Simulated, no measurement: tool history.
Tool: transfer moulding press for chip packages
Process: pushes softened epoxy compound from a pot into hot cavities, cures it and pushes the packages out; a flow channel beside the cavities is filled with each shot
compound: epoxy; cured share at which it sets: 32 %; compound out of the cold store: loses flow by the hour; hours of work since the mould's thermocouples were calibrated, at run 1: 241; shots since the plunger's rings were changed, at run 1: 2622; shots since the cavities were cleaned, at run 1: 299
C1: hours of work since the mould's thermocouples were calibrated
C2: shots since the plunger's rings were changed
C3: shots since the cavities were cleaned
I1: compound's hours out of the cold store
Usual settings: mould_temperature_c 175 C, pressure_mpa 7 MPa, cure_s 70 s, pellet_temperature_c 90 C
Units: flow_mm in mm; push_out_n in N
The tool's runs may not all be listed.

Run 1, hour 0: usual settings; C1 241; C2 2622; C3 299; I1 45.5. Result: flow_mm 641 mm, push_out_n 668 N.
Run 2, hour 8.1: usual settings; C1 245; C2 2715; C3 392; I1 22.4. Result: flow_mm 700 mm, push_out_n 732 N.
Run 3, hour 16.1: usual settings; C1 250; C2 2806; C3 483; I1 11.2. Result: flow_mm 738 mm, push_out_n 763 N.
Run 4, hour 20.9: usual settings but pellet_temperature_c 84 C; C1 252; C2 2861; C3 538; I1 18.5. Result: flow_mm 723 mm, push_out_n 781 N.
At hour 25.3: cavities cleaned with cleaning compound and waxed.
Run 5, hour 33: usual settings but pellet_temperature_c 84 C; C1 258; C2 2982; C3 89; I1 36.6. Result: flow_mm 662 mm, push_out_n 877 N.
Run 6, hour 44.3: usual settings but cure_s 57 s; C1 264; C2 3110; C3 217; I1 17.1. Result: flow_mm 729 mm, push_out_n 1596 N.
At hour 50.9: cavities cleaned with cleaning compound and waxed, once more.
Run 7, hour 52.4: usual settings but mould_temperature_c 172 C, pressure_mpa 6.75 MPa, cure_s 76 s, pellet_temperature_c 93 C; C1 268; C2 3185; C3 17; I1 41.6. Result: flow_mm 643 mm, push_out_n 525 N.
Run 8, hour 63.1: usual settings but mould_temperature_c 172 C, pressure_mpa 6.75 MPa, cure_s 76 s, pellet_temperature_c 93 C; C1 273; C2 3308; C3 140; I1 27.9. Result: flow_mm 688 mm, push_out_n 586 N.
Run 9, hour 72.5: usual settings but mould_temperature_c 172 C, pressure_mpa 6.75 MPa, cure_s 76 s, pellet_temperature_c 93 C; C1 278; C2 3415; C3 247; I1 36. Result: flow_mm 660 mm, push_out_n 646 N.
Run 10, hour 81.2: usual settings but mould_temperature_c 172 C, pressure_mpa 6.75 MPa, cure_s 76 s, pellet_temperature_c 93 C; C1 283; C2 3514; C3 346; I1 41.2. Result: flow_mm 643 mm, push_out_n 678 N.
Run 11, hour 90.8: usual settings but mould_temperature_c 172 C, pressure_mpa 6.75 MPa, cure_s 76 s, pellet_temperature_c 93 C; C1 288; C2 3624; C3 456; I1 40.2. Result: flow_mm 645 mm, push_out_n 708 N.
Run 12, hour 97.7: usual settings but mould_temperature_c 172 C, pressure_mpa 6.75 MPa, cure_s 76 s, pellet_temperature_c 93 C; C1 292; C2 3702; C3 534; I1 33.1. Result: flow_mm 661 mm, push_out_n 735 N.

Forecast each of these 3 alternatives for the next run:
At hour 102.9: cavities cleaned with cleaning compound and waxed.
Run A, hour 109.4: usual settings but mould_temperature_c 181 C, pressure_mpa 6.75 MPa, cure_s 103 s, pellet_temperature_c 93 C; C1 298; C2 3819; C3 75; I1 36.1. Result: flow_mm ?, push_out_n ?.
At hour 102.9: cavities cleaned with cleaning compound and waxed.
Run B, hour 109.4: usual settings but mould_temperature_c 176 C, pressure_mpa 7.9 MPa; C1 298; C2 3819; C3 75; I1 20.6. Result: flow_mm ?, push_out_n ?.
At hour 102.9: cavities cleaned with cleaning compound and waxed.
Run C, hour 109.4: usual settings but pressure_mpa 6.75 MPa, cure_s 87 s, pellet_temperature_c 93 C; C1 298; C2 3819; C3 75; I1 41.8. Result: flow_mm ?, push_out_n ?.

run  flow_mm  push_out_n
  A      638         382
  B      750         541
  C      636         422
Without the tool's hidden state the same runs would have given:
run  flow_mm  push_out_n
  A      656         352
  B      771         495
  C      654         388
